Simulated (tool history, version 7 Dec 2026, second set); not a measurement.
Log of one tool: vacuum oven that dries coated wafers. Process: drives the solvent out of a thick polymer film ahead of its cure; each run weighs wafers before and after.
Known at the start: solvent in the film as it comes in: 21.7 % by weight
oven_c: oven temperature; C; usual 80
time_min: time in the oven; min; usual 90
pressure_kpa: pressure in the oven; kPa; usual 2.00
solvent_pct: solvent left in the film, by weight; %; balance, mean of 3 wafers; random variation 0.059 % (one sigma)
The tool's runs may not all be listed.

run 1 hour=0.0 | oven_c=80 time_min=90 pressure_kpa=2.00 | solvent_pct=2.80
run 2 hour=8.7 | oven_c=80 time_min=90 pressure_kpa=2.00 | solvent_pct=2.91
run 3 hour=20.1 | oven_c=80 time_min=90 pressure_kpa=2.00 | solvent_pct=2.78
run 4 hour=26.3 | oven_c=89 time_min=90 pressure_kpa=2.00 | solvent_pct=1.01
run 5 hour=34.8 | oven_c=89 time_min=90 pressure_kpa=2.00 | solvent_pct=1.09
run 6 hour=47.1 | oven_c=89 time_min=90 pressure_kpa=2.00 | solvent_pct=1.06
run 7 hour=57.2 | oven_c=89 time_min=90 pressure_kpa=2.00 | solvent_pct=1.01
run 8 hour=69.8 | oven_c=73 time_min=90 pressure_kpa=2.00 | solvent_pct=5.39
run 9 hour=81.7 | oven_c=73 time_min=52 pressure_kpa=2.00 | solvent_pct=8.86
run 10 hour=87.8 | oven_c=73 time_min=52 pressure_kpa=2.00 | solvent_pct=8.73
run 11 hour=99.1 | oven_c=80 time_min=90 pressure_kpa=2.00 | solvent_pct=2.86
run 12 hour=108.3 | oven_c=80 time_min=81 pressure_kpa=2.00 | solvent_pct=3.33
run 13 hour=115.1 | oven_c=80 time_min=81 pressure_kpa=2.00 | solvent_pct=3.28
run 14 hour=128.5 | oven_c=91 time_min=90 pressure_kpa=3.35 | solvent_pct=1.26
run 15 hour=139.2 | oven_c=74 time_min=90 pressure_kpa=2.59 | solvent_pct=5.17
run 16 hour=149.7 | oven_c=74 time_min=90 pressure_kpa=2.59 | solvent_pct=5.29
run 17 hour=159.7 | oven_c=73 time_min=90 pressure_kpa=4.41 | solvent_pct=6.92
run 18 hour=172.6 | oven_c=86 time_min=90 pressure_kpa=2.00 | solvent_pct=1.52
run 19 hour=179.4 | oven_c=81 time_min=94 pressure_kpa=1.22 | solvent_pct=2.02
run 20 hour=190.8 | oven_c=81 time_min=94 pressure_kpa=1.22 | solvent_pct=2.01
run 21 hour=203.4 | oven_c=69 time_min=94 pressure_kpa=1.22 | solvent_pct=6.57
run 22 hour=213.3 | oven_c=80 time_min=73 pressure_kpa=5.92 | solvent_pct=5.56
run 23 hour=224.3 | oven_c=69 time_min=135 pressure_kpa=1.41 | solvent_pct=4.50
run 24 hour=238.4 | oven_c=72 time_min=140 pressure_kpa=1.04 | solvent_pct=2.98
run 25 hour=246.2 | oven_c=73 time_min=136 pressure_kpa=3.06 | solvent_pct=3.99
run 26 hour=257.4 | oven_c=67 time_min=58 pressure_kpa=2.00 | solvent_pct=10.84

3 ways to go on from here, each from the tool as it stands after run 26. What would each give?
run A hour=263.8 | oven_c=67 time_min=81 pressure_kpa=3.95 | solvent_pct=?
run B hour=263.8 | oven_c=80 time_min=55 pressure_kpa=2.00 | solvent_pct=?
run C hour=263.8 | oven_c=73 time_min=81 pressure_kpa=4.65 | solvent_pct=?

run=A solvent_pct=10.19
run=B solvent_pct=5.30
run=C solvent_pct=7.25
Without the tool's hidden state the same runs would have given:
run=A solvent_pct=10.56
run=B solvent_pct=5.62
run=C solvent_pct=7.60
